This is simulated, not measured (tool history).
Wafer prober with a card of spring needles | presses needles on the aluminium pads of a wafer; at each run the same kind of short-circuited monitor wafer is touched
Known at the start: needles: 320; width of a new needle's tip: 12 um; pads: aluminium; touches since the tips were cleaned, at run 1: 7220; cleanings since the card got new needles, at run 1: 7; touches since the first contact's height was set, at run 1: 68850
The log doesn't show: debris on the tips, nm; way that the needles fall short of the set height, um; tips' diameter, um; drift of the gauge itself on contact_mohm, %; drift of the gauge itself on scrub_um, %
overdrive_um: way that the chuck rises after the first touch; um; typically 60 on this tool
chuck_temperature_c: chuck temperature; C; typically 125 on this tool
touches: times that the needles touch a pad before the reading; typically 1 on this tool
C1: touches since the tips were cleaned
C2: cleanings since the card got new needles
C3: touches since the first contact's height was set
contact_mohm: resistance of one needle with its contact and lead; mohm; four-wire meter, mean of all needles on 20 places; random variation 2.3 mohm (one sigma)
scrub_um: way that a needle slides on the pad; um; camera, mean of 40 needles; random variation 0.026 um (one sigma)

run 1 day=0 | overdrive_um=60 chuck_temperature_c=125 touches=1 | C1=7220 C2=7 C3=68850 | contact_mohm=279 scrub_um=12.79
-- day=0.038 tips cleaned on abrasive film
run 2 day=0.217 | overdrive_um=60 chuck_temperature_c=125 touches=1 | C1=2239 C2=8 C3=71510 | contact_mohm=268 scrub_um=12.77
run 3 day=0.462 | overdrive_um=60 chuck_temperature_c=125 touches=2 | C1=5264 C2=8 C3=74535 | contact_mohm=274 scrub_um=12.75
-- day=0.683 tips cleaned on abrasive film
run 4 day=0.758 | overdrive_um=60 chuck_temperature_c=125 touches=2 | C1=941 C2=9 C3=78153 | contact_mohm=259 scrub_um=12.76
run 5 day=1.071 | overdrive_um=60 chuck_temperature_c=125 touches=2 | C1=4803 C2=9 C3=82015 | contact_mohm=265 scrub_um=12.78
-- day=1.329 tips cleaned on abrasive film
run 6 day=1.458 | overdrive_um=60 chuck_temperature_c=125 touches=2 | C1=1608 C2=10 C3=86796 | contact_mohm=261 scrub_um=12.74
run 7 day=1.817 | overdrive_um=70 chuck_temperature_c=125 touches=1 | C1=6021 C2=10 C3=91209 | contact_mohm=271 scrub_um=14.91
-- day=1.975 tips cleaned on abrasive film
run 8 day=2.212 | overdrive_um=70 chuck_temperature_c=125 touches=1 | C1=2948 C2=11 C3=96061 | contact_mohm=269 scrub_um=14.89
-- day=2.612 tips cleaned on abrasive film
run 9 day=2.629 | overdrive_um=60 chuck_temperature_c=125 touches=2 | C1=177 C2=12 C3=101181 | contact_mohm=255 scrub_um=12.73
run 10 day=2.942 | overdrive_um=58 chuck_temperature_c=125 touches=2 | C1=4038 C2=12 C3=105042 | contact_mohm=262 scrub_um=12.29
-- day=3.25 tips cleaned on abrasive film
run 11 day=3.333 | overdrive_um=58 chuck_temperature_c=125 touches=2 | C1=1034 C2=13 C3=109860 | contact_mohm=255 scrub_um=12.29
run 12 day=3.729 | overdrive_um=60 chuck_temperature_c=125 touches=1 | C1=5971 C2=13 C3=114797 | contact_mohm=276 scrub_um=12.7
-- day=3.888 tips cleaned on abrasive film
run 13 day=4.246 | overdrive_um=60 chuck_temperature_c=125 touches=1 | C1=4416 C2=14 C3=121113 | contact_mohm=272 scrub_um=12.76
-- day=4.533 tips cleaned on abrasive film
run 14 day=4.708 | overdrive_um=60 chuck_temperature_c=125 touches=1 | C1=2142 C2=15 C3=126814 | contact_mohm=267 scrub_um=12.73
run 15 day=5.017 | overdrive_um=60 chuck_temperature_c=81 touches=1 | C1=5964 C2=15 C3=130636 | contact_mohm=261 scrub_um=12.67
-- day=5.167 tips cleaned on abrasive film
run 16 day=5.521 | overdrive_um=60 chuck_temperature_c=81 touches=1 | C1=4417 C2=16 C3=136852 | contact_mohm=265 scrub_um=12.74
-- day=5.796 tips cleaned on abrasive film
run 17 day=6.004 | overdrive_um=60 chuck_temperature_c=81 touches=1 | C1=2600 C2=17 C3=142796 | contact_mohm=260 scrub_um=12.67
-- day=6.421 tips cleaned on abrasive film
run 18 day=6.504 | overdrive_um=60 chuck_temperature_c=125 touches=2 | C1=1059 C2=18 C3=148947 | contact_mohm=260 scrub_um=12.66
run 19 day=6.917 | overdrive_um=58 chuck_temperature_c=43 touches=1 | C1=6138 C2=18 C3=154026 | contact_mohm=259 scrub_um=12.25
-- day=7.038 tips cleaned on abrasive film
run 20 day=7.404 | overdrive_um=60 chuck_temperature_c=59 touches=1 | C1=4549 C2=19 C3=160055 | contact_mohm=257 scrub_um=12.71
-- day=7.671 tips cleaned on abrasive film
run 21 day=7.788 | overdrive_um=60 chuck_temperature_c=59 touches=1 | C1=1480 C2=20 C3=164757 | contact_mohm=244 scrub_um=12.67
run 22 day=8.129 | overdrive_um=60 chuck_temperature_c=59 touches=1 | C1=5680 C2=20 C3=168957 | contact_mohm=259 scrub_um=12.72
-- day=8.171 height of the first contact set anew
-- day=8.325 tips cleaned on abrasive film
run 23 day=8.654 | overdrive_um=60 chuck_temperature_c=33 touches=1 | C1=4079 C2=21 C3=5916 | contact_mohm=255 scrub_um=12.61
-- day=8.954 tips cleaned on abrasive film
run 24 day=9.042 | overdrive_um=54 chuck_temperature_c=26 touches=1 | C1=1053 C2=22 C3=10657 | contact_mohm=240 scrub_um=11.37
run 25 day=9.346 | overdrive_um=60 chuck_temperature_c=85 touches=2 | C1=4832 C2=22 C3=14436 | contact_mohm=253 scrub_um=12.58
-- day=9.421 height of the first contact set anew, once more
-- day=9.592 tips cleaned on abrasive film
run 26 day=9.829 | overdrive_um=67 chuck_temperature_c=125 touches=2 | C1=2954 C2=23 C3=5042 | contact_mohm=258 scrub_um=14.36
-- day=10.238 tips cleaned on abrasive film
run 27 day=10.308 | overdrive_um=42 chuck_temperature_c=125 touches=2 | C1=897 C2=24 C3=10903 | contact_mohm=266 scrub_um=8.94
run 28 day=10.529 | overdrive_um=68 chuck_temperature_c=35 touches=1 | C1=3638 C2=24 C3=13644 | contact_mohm=245 scrub_um=14.55
run 29 day=10.792 | overdrive_um=68 chuck_temperature_c=68 touches=2 | C1=6872 C2=24 C3=16878 | contact_mohm=251 scrub_um=14.56
-- day=10.883 tips cleaned on abrasive film
run 30 day=11.038 | overdrive_um=56 chuck_temperature_c=120 touches=2 | C1=1922 C2=25 C3=19903 | contact_mohm=258 scrub_um=11.95
run 31 day=11.396 | overdrive_um=73 chuck_temperature_c=38 touches=2 | C1=6344 C2=25 C3=24325 | contact_mohm=242 scrub_um=15.55
-- day=11.5 tips cleaned on abrasive film
run 32 day=11.867 | overdrive_um=73 chuck_temperature_c=38 touches=2 | C1=4551 C2=26 C3=30135 | contact_mohm=244 scrub_um=15.59
-- day=12.133 tips cleaned on abrasive film
run 33 day=12.371 | overdrive_um=78 chuck_temperature_c=90 touches=2 | C1=2960 C2=27 C3=36340 | contact_mohm=253 scrub_um=16.69

Take each entry between the runs: how does the hidden state at the last listed run before it differ from the hidden state at the first listed run after it?
From run 1 to run 2: tips cleaned on abrasive film (day 0.038)
  debris on the tips, nm: 97 -> 59.2; way that the needles fall short of the set height, um: 0.29 -> 0.34; tips' diameter, um: 12.1 -> 12.12
  measured value less the no-hidden-state value, contact_mohm: +23 -> +14 mohm; scrub_um: -0.06 -> -0.08 um
From run 3 to run 4: tips cleaned on abrasive film (day 0.683)
  debris on the tips, nm: 90.7 -> 34.5; way that the needles fall short of the set height, um: 0.34 -> 0.38; tips' diameter, um: 12.12 -> 12.13
  measured value less the no-hidden-state value, contact_mohm: +14 -> +5 mohm; scrub_um: -0.07 -> -0.08 um
From run 5 to run 6: tips cleaned on abrasive film (day 1.329)
  debris on the tips, nm: 85.6 -> 48.3; way that the needles fall short of the set height, um: 0.38 -> 0.42; tips' diameter, um: 12.13 -> 12.15
  measured value less the no-hidden-state value, contact_mohm: +12 -> +7 mohm; scrub_um: -0.08 -> -0.09 um
From run 7 to run 8: tips cleaned on abrasive film (day 1.975)
  debris on the tips, nm: 95.5 -> 70.3; way that the needles fall short of the set height, um: 0.42 -> 0.48; tips' diameter, um: 12.15 -> 12.17
  measured value less the no-hidden-state value, contact_mohm: +21 -> +15 mohm; scrub_um: -0.09 -> -0.1 um
From run 8 to run 9: tips cleaned on abrasive film (day 2.612)
  debris on the tips, nm: 70.3 -> 13.9; way that the needles fall short of the set height, um: 0.48 -> 0.53; tips' diameter, um: 12.17 -> 12.19
  measured value less the no-hidden-state value, contact_mohm: +15 -> +2 mohm; scrub_um: -0.1 -> -0.11 um
From run 10 to run 11: tips cleaned on abrasive film (day 3.25)
  debris on the tips, nm: 79.9 -> 30.1; way that the needles fall short of the set height, um: 0.53 -> 0.57; tips' diameter, um: 12.19 -> 12.2
  measured value less the no-hidden-state value, contact_mohm: +11 -> +4 mohm; scrub_um: -0.12 -> -0.12 um
From run 12 to run 13: tips cleaned on abrasive film (day 3.888)
  debris on the tips, nm: 94.3 -> 85.5; way that the needles fall short of the set height, um: 0.57 -> 0.61; tips' diameter, um: 12.2 -> 12.21
  measured value less the no-hidden-state value, contact_mohm: +22 -> +20 mohm; scrub_um: -0.12 -> -0.13 um
From run 13 to run 14: tips cleaned on abrasive film (day 4.533)
  debris on the tips, nm: 85.5 -> 54.6; way that the needles fall short of the set height, um: 0.61 -> 0.67; tips' diameter, um: 12.21 -> 12.23
  measured value less the no-hidden-state value, contact_mohm: +20 -> +13 mohm; scrub_um: -0.13 -> -0.14 um
From run 15 to run 16: tips cleaned on abrasive film (day 5.167)
  debris on the tips, nm: 93.4 -> 84.4; way that the needles fall short of the set height, um: 0.67 -> 0.71; tips' diameter, um: 12.23 -> 12.25
  measured value less the no-hidden-state value, contact_mohm: +23 -> +21 mohm; scrub_um: -0.14 -> -0.15 um
From run 16 to run 17: tips cleaned on abrasive film (day 5.796)
  debris on the tips, nm: 84.4 -> 67.5; way that the needles fall short of the set height, um: 0.71 -> 0.76; tips' diameter, um: 12.25 -> 12.27
  measured value less the no-hidden-state value, contact_mohm: +21 -> +17 mohm; scrub_um: -0.15 -> -0.16 um
From run 17 to run 18: tips cleaned on abrasive film (day 6.421)
  debris on the tips, nm: 67.5 -> 39.6; way that the needles fall short of the set height, um: 0.76 -> 0.82; tips' diameter, um: 12.27 -> 12.29
  measured value less the no-hidden-state value, contact_mohm: +17 -> +6 mohm; scrub_um: -0.16 -> -0.18 um
From run 19 to run 20: tips cleaned on abrasive film (day 7.038)
  debris on the tips, nm: 95.6 -> 85.5; way that the needles fall short of the set height, um: 0.82 -> 0.87; tips' diameter, um: 12.29 -> 12.3
  measured value less the no-hidden-state value, contact_mohm: +27 -> +21 mohm; scrub_um: -0.18 -> -0.18 um
From run 20 to run 21: tips cleaned on abrasive film (day 7.671)
  debris on the tips, nm: 85.5 -> 45.2; way that the needles fall short of the set height, um: 0.87 -> 0.91; tips' diameter, um: 12.3 -> 12.32
  measured value less the no-hidden-state value, contact_mohm: +21 -> +11 mohm; scrub_um: -0.18 -> -0.2 um
From run 22 to run 23: height of the first contact set anew (day 8.171); tips cleaned on abrasive film (day 8.325)
  debris on the tips, nm: 93.6 -> 81.5; way that the needles fall short of the set height, um: 0.91 -> 1.08; tips' diameter, um: 12.32 -> 12.33
  measured value less the no-hidden-state value, contact_mohm: +24 -> +22 mohm; scrub_um: -0.19 -> -0.23 um
From run 23 to run 24: tips cleaned on abrasive film (day 8.954)
  debris on the tips, nm: 81.5 -> 36.7; way that the needles fall short of the set height, um: 1.08 -> 1.11; tips' diameter, um: 12.33 -> 12.35
  measured value less the no-hidden-state value, contact_mohm: +22 -> +11 mohm; scrub_um: -0.23 -> -0.24 um
From run 25 to run 26: height of the first contact set anew, once more (day 9.421); tips cleaned on abrasive film (day 9.592)
  debris on the tips, nm: 89.1 -> 63.2; way that the needles fall short of the set height, um: 1.11 -> 0.04; tips' diameter, um: 12.35 -> 12.36
  measured value less the no-hidden-state value, contact_mohm: +13 -> +8 mohm; scrub_um: -0.24 -> +0 um
From run 26 to run 27: tips cleaned on abrasive film (day 10.238)
  debris on the tips, nm: 63.2 -> 31.4; way that the needles fall short of the set height, um: 0.04 -> 0.09; tips' diameter, um: 12.36 -> 12.38
  measured value less the no-hidden-state value, contact_mohm: +8 -> +7 mohm; scrub_um: +0 -> -0.02 um
From run 29 to run 30: tips cleaned on abrasive film (day 10.883)
  debris on the tips, nm: 98.9 -> 53; way that the needles fall short of the set height, um: 0.09 -> 0.15; tips' diameter, um: 12.38 -> 12.4
  measured value less the no-hidden-state value, contact_mohm: +13 -> +7 mohm; scrub_um: -0.02 -> -0.03 um
From run 31 to run 32: tips cleaned on abrasive film (day 11.5)
  debris on the tips, nm: 95.7 -> 85.1; way that the needles fall short of the set height, um: 0.15 -> 0.19; tips' diameter, um: 12.4 -> 12.42
  measured value less the no-hidden-state value, contact_mohm: +12 -> +10 mohm; scrub_um: -0.04 -> -0.04 um
From run 32 to run 33: tips cleaned on abrasive film (day 12.133)
  debris on the tips, nm: 85.1 -> 70; way that the needles fall short of the set height, um: 0.19 -> 0.25; tips' diameter, um: 12.42 -> 12.44
  measured value less the no-hidden-state value, contact_mohm: +10 -> +9 mohm; scrub_um: -0.04 -> -0.06 um
